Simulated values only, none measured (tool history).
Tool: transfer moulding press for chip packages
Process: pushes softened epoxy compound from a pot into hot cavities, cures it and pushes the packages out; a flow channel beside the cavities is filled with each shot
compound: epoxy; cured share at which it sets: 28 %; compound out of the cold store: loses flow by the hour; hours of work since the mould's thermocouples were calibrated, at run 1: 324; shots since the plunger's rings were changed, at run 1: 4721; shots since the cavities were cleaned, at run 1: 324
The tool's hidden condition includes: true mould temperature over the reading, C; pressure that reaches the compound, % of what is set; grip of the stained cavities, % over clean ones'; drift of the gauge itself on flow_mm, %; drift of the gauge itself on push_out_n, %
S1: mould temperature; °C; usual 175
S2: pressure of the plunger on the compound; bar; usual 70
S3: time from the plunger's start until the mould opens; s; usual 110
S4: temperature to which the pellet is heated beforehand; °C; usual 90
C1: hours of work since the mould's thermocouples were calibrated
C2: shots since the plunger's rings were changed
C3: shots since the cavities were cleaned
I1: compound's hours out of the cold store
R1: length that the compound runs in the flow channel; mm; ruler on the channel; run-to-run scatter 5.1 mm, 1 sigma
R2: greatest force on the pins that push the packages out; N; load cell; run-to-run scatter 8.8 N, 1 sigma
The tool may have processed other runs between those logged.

run 1 hour=0 | S1=175 S2=70 S3=110 S4=90 | C1=324 C2=4721 C3=324 | I1=22.3 | R1=521 R2=546
-- hour=10.5 plunger's sealing rings changed
run 2 hour=19.2 | S1=175 S2=70 S3=110 S4=90 | C1=331 C2=58 C3=435 | I1=10.5 | R1=594 R2=562
run 3 hour=41.2 | S1=175 S2=67.9 S3=110 S4=90 | C1=341 C2=203 C3=580 | I1=15.4 | R1=559 R2=606
run 4 hour=53.6 | S1=175 S2=67.9 S3=110 S4=90 | C1=346 C2=285 C3=662 | I1=24.2 | R1=536 R2=606
-- hour=66.6 cavities cleaned with cleaning compound and waxed
run 5 hour=69.4 | S1=175 S2=67.9 S3=110 S4=90 | C1=352 C2=380 C3=18 | I1=13.6 | R1=561 R2=404
run 6 hour=81.2 | S1=175 S2=67.9 S3=110 S4=90 | C1=357 C2=458 C3=96 | I1=30 | R1=504 R2=441
run 7 hour=102.5 | S1=175 S2=67.9 S3=110 S4=90 | C1=366 C2=600 C3=238 | I1=26.3 | R1=528 R2=500
run 8 hour=119.8 | S1=175 S2=67.9 S3=110 S4=90 | C1=373 C2=714 C3=352 | I1=23.3 | R1=537 R2=530
run 9 hour=137.1 | S1=175 S2=67.9 S3=110 S4=90 | C1=381 C2=829 C3=467 | I1=34.1 | R1=505 R2=566
run 10 hour=155.4 | S1=175 S2=67.9 S3=110 S4=90 | C1=388 C2=950 C3=588 | I1=25.3 | R1=531 R2=617
-- hour=180.8 cavities cleaned with cleaning compound and waxed
run 11 hour=181.7 | S1=175 S2=67.9 S3=110 S4=90 | C1=399 C2=1115 C3=6 | I1=34.9 | R1=501 R2=399
run 12 hour=195.1 | S1=175 S2=67.9 S3=110 S4=90 | C1=404 C2=1203 C3=94 | I1=13.3 | R1=569 R2=439
run 13 hour=217.8 | S1=175 S2=67.9 S3=110 S4=90 | C1=414 C2=1354 C3=245 | I1=12.2 | R1=568 R2=521
run 14 hour=245 | S1=175 S2=77.5 S3=110 S4=90 | C1=426 C2=1534 C3=425 | I1=10.2 | R1=609 R2=576
run 15 hour=261.4 | S1=183 S2=70.1 S3=117 S4=92 | C1=432 C2=1642 C3=533 | I1=13.7 | R1=554 R2=519
run 16 hour=285.9 | S1=183 S2=70.1 S3=117 S4=92 | C1=443 C2=1805 C3=696 | I1=32.6 | R1=496 R2=565
-- hour=294.9 cavities cleaned with cleaning compound and waxed
run 17 hour=301 | S1=168 S2=70.1 S3=117 S4=99 | C1=449 C2=1895 C3=40 | I1=24.5 | R1=549 R2=492
run 18 hour=325.6 | S1=169 S2=53.2 S3=110 S4=90 | C1=459 C2=2058 C3=203 | I1=43.7 | R1=431 R2=606
run 19 hour=350.7 | S1=169 S2=53.2 S3=110 S4=90 | C1=470 C2=2224 C3=369 | I1=42.9 | R1=430 R2=681
run 20 hour=365.8 | S1=175 S2=80.1 S3=110 S4=81 | C1=476 C2=2324 C3=469 | I1=36 | R1=530 R2=572
run 21 hour=392.8 | S1=175 S2=80.1 S3=110 S4=81 | C1=487 C2=2503 C3=648 | I1=42.9 | R1=502 R2=600
-- hour=409.6 cavities cleaned with cleaning compound and waxed
run 22 hour=416.8 | S1=175 S2=80.1 S3=110 S4=81 | C1=497 C2=2652 C3=47 | I1=13.9 | R1=600 R2=437
run 23 hour=430.8 | S1=175 S2=80.1 S3=110 S4=95 | C1=503 C2=2745 C3=140 | I1=47.8 | R1=494 R2=449
run 24 hour=444.2 | S1=175 S2=70 S3=110 S4=91 | C1=508 C2=2834 C3=229 | I1=15.3 | R1=553 R2=519
run 25 hour=459.7 | S1=182 S2=80.8 S3=127 S4=92 | C1=515 C2=2936 C3=331 | I1=43.6 | R1=494 R2=498
run 26 hour=487.7 | S1=167 S2=69.3 S3=100 S4=98 | C1=527 C2=3122 C3=517 | I1=15.6 | R1=575 R2=1010
run 27 hour=515.6 | S1=171 S2=73.4 S3=144 S4=90 | C1=539 C2=3307 C3=702 | I1=43.7 | R1=493 R2=565
-- hour=524.4 cavities cleaned with cleaning compound and waxed
run 28 hour=539.4 | S1=171 S2=76.8 S3=144 S4=88 | C1=548 C2=3455 C3=100 | I1=42.6 | R1=505 R2=406

Consider 3 possible next runs. They are alternatives, not a sequence: every one starts from the tool as it was left by run 28. What does each give?
run A hour=555 | S1=179 S2=76.8 S3=130 S4=86 | C1=555 C2=3558 C3=203 | I1=29 | R1=? R2=?
run B hour=555 | S1=174 S2=87.6 S3=144 S4=83 | C1=555 C2=3558 C3=203 | I1=9.5 | R1=? R2=?
run C hour=555 | S1=171 S2=76.8 S3=144 S4=89 | C1=555 C2=3558 C3=203 | I1=33.2 | R1=? R2=?

run=A R1=519 R2=448
run=B R1=642 R2=436
run=C R1=523 R2=452
Without the tool's unlogged condition, the same runs would have read:
run=A R1=542 R2=362
run=B R1=671 R2=353
run=C R1=547 R2=367
